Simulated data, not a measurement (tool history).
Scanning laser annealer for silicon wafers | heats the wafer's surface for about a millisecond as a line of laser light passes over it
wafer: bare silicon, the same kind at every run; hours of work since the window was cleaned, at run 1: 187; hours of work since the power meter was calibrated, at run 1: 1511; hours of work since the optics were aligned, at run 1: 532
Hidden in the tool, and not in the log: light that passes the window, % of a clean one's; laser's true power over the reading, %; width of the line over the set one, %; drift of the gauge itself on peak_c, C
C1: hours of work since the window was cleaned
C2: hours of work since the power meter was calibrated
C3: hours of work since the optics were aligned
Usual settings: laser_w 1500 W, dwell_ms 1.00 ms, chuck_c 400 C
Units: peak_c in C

{"run": 1, "hour": 0.0, "laser_w": 1500, "dwell_ms": 1.0, "chuck_c": 400, "C1": 187, "C2": 1511, "C3": 532, "peak_c": 1202}
{"run": 2, "hour": 33.0, "laser_w": 1500, "dwell_ms": 1.05, "chuck_c": 400, "C1": 209, "C2": 1533, "C3": 554, "peak_c": 1224}
{"run": 3, "hour": 94.4, "laser_w": 1500, "dwell_ms": 1.0, "chuck_c": 399, "C1": 250, "C2": 1574, "C3": 594, "peak_c": 1197}
{"run": 4, "hour": 150.1, "laser_w": 1433, "dwell_ms": 1.0, "chuck_c": 400, "C1": 286, "C2": 1610, "C3": 631, "peak_c": 1156}
{"run": 5, "hour": 200.2, "laser_w": 1500, "dwell_ms": 1.07, "chuck_c": 400, "C1": 320, "C2": 1644, "C3": 664, "peak_c": 1231}
{"run": 6, "hour": 230.0, "laser_w": 1500, "dwell_ms": 1.07, "chuck_c": 400, "C1": 339, "C2": 1663, "C3": 683, "peak_c": 1223}
{"run": 7, "hour": 290.8, "laser_w": 1500, "dwell_ms": 1.0, "chuck_c": 400, "C1": 379, "C2": 1703, "C3": 724, "peak_c": 1191}
{"run": 8, "hour": 323.5, "laser_w": 1500, "dwell_ms": 0.92, "chuck_c": 400, "C1": 401, "C2": 1725, "C3": 745, "peak_c": 1153}
{"run": 9, "hour": 362.4, "laser_w": 1500, "dwell_ms": 0.92, "chuck_c": 400, "C1": 427, "C2": 1751, "C3": 771, "peak_c": 1151}
{"run": 10, "hour": 426.5, "laser_w": 1500, "dwell_ms": 0.92, "chuck_c": 400, "C1": 469, "C2": 1793, "C3": 813, "peak_c": 1150}
{"run": 11, "hour": 483.1, "laser_w": 1500, "dwell_ms": 0.92, "chuck_c": 400, "C1": 506, "C2": 1830, "C3": 851, "peak_c": 1146}
{"run": 12, "hour": 544.1, "laser_w": 1500, "dwell_ms": 0.92, "chuck_c": 400, "C1": 547, "C2": 1870, "C3": 891, "peak_c": 1146}
{"run": 13, "hour": 571.3, "laser_w": 1441, "dwell_ms": 1.05, "chuck_c": 401, "C1": 564, "C2": 1888, "C3": 909, "peak_c": 1167}
{"run": 14, "hour": 610.4, "laser_w": 1334, "dwell_ms": 0.75, "chuck_c": 391, "C1": 590, "C2": 1914, "C3": 935, "peak_c": 968}
{"run": 15, "hour": 661.0, "laser_w": 1603, "dwell_ms": 1.23, "chuck_c": 421, "C1": 624, "C2": 1948, "C3": 968, "peak_c": 1369}
{"hour": 670.0, "done": "laser's power meter calibrated"}
{"run": 16, "hour": 707.0, "laser_w": 1564, "dwell_ms": 1.0, "chuck_c": 412, "C1": 652, "C2": 24, "C3": 996, "peak_c": 1227}
{"run": 17, "hour": 769.4, "laser_w": 1591, "dwell_ms": 1.0, "chuck_c": 400, "C1": 693, "C2": 66, "C3": 1037, "peak_c": 1232}
{"hour": 827.3, "done": "optics aligned, line set to its width"}
{"run": 18, "hour": 827.3, "laser_w": 1591, "dwell_ms": 1.0, "chuck_c": 400, "C1": 728, "C2": 101, "C3": 0, "peak_c": 1237}
{"hour": 834.6, "done": "laser's power meter calibrated, once more"}
{"run": 19, "hour": 861.5, "laser_w": 1505, "dwell_ms": 1.0, "chuck_c": 403, "C1": 749, "C2": 18, "C3": 21, "peak_c": 1185}
{"run": 20, "hour": 921.1, "laser_w": 1505, "dwell_ms": 1.0, "chuck_c": 403, "C1": 788, "C2": 57, "C3": 60, "peak_c": 1180}
{"hour": 960.9, "done": "window over the wafer cleaned"}
{"run": 21, "hour": 972.1, "laser_w": 1624, "dwell_ms": 1.0, "chuck_c": 439, "C1": 7, "C2": 89, "C3": 92, "peak_c": 1329}
{"run": 22, "hour": 1029.6, "laser_w": 1615, "dwell_ms": 0.98, "chuck_c": 403, "C1": 45, "C2": 127, "C3": 130, "peak_c": 1280}

Forecast each of these 5 alternatives for the next run:
{"run": "A", "hour": 1076.9, "laser_w": 1434, "dwell_ms": 1.09, "chuck_c": 432, "C1": 77, "C2": 159, "C3": 161, "peak_c": "?"}
{"run": "B", "hour": 1076.9, "laser_w": 1540, "dwell_ms": 1.03, "chuck_c": 414, "C1": 77, "C2": 159, "C3": 161, "peak_c": "?"}
{"run": "C", "hour": 1076.9, "laser_w": 1603, "dwell_ms": 1.0, "chuck_c": 407, "C1": 77, "C2": 159, "C3": 161, "peak_c": "?"}
{"run": "D", "hour": 1076.9, "laser_w": 1277, "dwell_ms": 0.73, "chuck_c": 371, "C1": 77, "C2": 159, "C3": 161, "peak_c": "?"}
{"run": "E", "hour": 1076.9, "laser_w": 1577, "dwell_ms": 1.23, "chuck_c": 403, "C1": 77, "C2": 159, "C3": 161, "peak_c": "?"}

run=A peak_c=1243
run=B peak_c=1266
run=C peak_c=1282
run=D peak_c=929
run=E peak_c=1376
Without the tool's hidden state the same runs would have given:
run=A peak_c=1250
run=B peak_c=1273
run=C peak_c=1290
run=D peak_c=934
run=E peak_c=1385
